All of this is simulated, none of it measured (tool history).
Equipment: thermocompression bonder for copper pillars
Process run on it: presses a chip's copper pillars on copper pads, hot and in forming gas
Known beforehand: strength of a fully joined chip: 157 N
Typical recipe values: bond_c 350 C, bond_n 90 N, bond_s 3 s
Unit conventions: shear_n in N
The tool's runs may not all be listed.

run 1 hour=0.0 | bond_c=350 bond_n=90 bond_s=3 | shear_n=59.4
run 2 hour=29.9 | bond_c=350 bond_n=90 bond_s=3 | shear_n=58.9
run 3 hour=81.8 | bond_c=350 bond_n=90 bond_s=3 | shear_n=59.2
run 4 hour=112.3 | bond_c=350 bond_n=90 bond_s=3 | shear_n=58.8
run 5 hour=141.0 | bond_c=377 bond_n=90 bond_s=3 | shear_n=73.0
run 6 hour=179.5 | bond_c=377 bond_n=90 bond_s=3 | shear_n=74.0
-- hour=220.0 forming gas filter changed
run 7 hour=236.8 | bond_c=377 bond_n=90 bond_s=3 | shear_n=76.8
run 8 hour=296.4 | bond_c=377 bond_n=90 bond_s=3 | shear_n=77.1
run 9 hour=352.1 | bond_c=350 bond_n=90 bond_s=2 | shear_n=51.9
run 10 hour=394.2 | bond_c=350 bond_n=90 bond_s=3 | shear_n=61.5
run 11 hour=446.9 | bond_c=350 bond_n=90 bond_s=3 | shear_n=61.2
run 12 hour=506.2 | bond_c=350 bond_n=90 bond_s=3 | shear_n=61.0
run 13 hour=563.3 | bond_c=329 bond_n=129 bond_s=5 | shear_n=89.3
run 14 hour=590.1 | bond_c=321 bond_n=90 bond_s=6 | shear_n=61.2
run 15 hour=621.2 | bond_c=380 bond_n=109 bond_s=7 | shear_n=116.8
run 16 hour=674.5 | bond_c=350 bond_n=96 bond_s=4 | shear_n=73.2
-- hour=679.0 heater calibrated with a thermocouple chip
run 17 hour=730.7 | bond_c=350 bond_n=121 bond_s=3 | shear_n=84.9
run 18 hour=776.8 | bond_c=350 bond_n=121 bond_s=3 | shear_n=85.4
run 19 hour=834.2 | bond_c=374 bond_n=90 bond_s=3 | shear_n=74.8
-- hour=840.9 forming gas filter changed
run 20 hour=873.4 | bond_c=374 bond_n=126 bond_s=3 | shear_n=107.8
-- hour=892.6 heater calibrated with a thermocouple chip, once more
run 21 hour=923.0 | bond_c=374 bond_n=126 bond_s=3 | shear_n=103.2
run 22 hour=967.8 | bond_c=341 bond_n=116 bond_s=2 | shear_n=64.9
run 23 hour=1000.4 | bond_c=341 bond_n=116 bond_s=2 | shear_n=63.9

Here are 5 independent what-if runs from the current tool condition. What would each one return?
run A hour=1031.8 | bond_c=341 bond_n=116 bond_s=6 | shear_n=?
run B hour=1031.8 | bond_c=350 bond_n=90 bond_s=2 | shear_n=?
run C hour=1031.8 | bond_c=356 bond_n=116 bond_s=2 | shear_n=?
run D hour=1031.8 | bond_c=337 bond_n=55 bond_s=2 | shear_n=?
run E hour=1031.8 | bond_c=370 bond_n=63 bond_s=6 | shear_n=?

run=A shear_n=93.4
run=B shear_n=51.1
run=C shear_n=73.1
run=D shear_n=24.4
run=E shear_n=62.4
Stripped of hidden state, with their random variation kept, the same runs would have yielded:
run=A shear_n=87.3
run=B shear_n=46.5
run=C shear_n=67.4
run=D shear_n=21.9
run=E shear_n=57.2
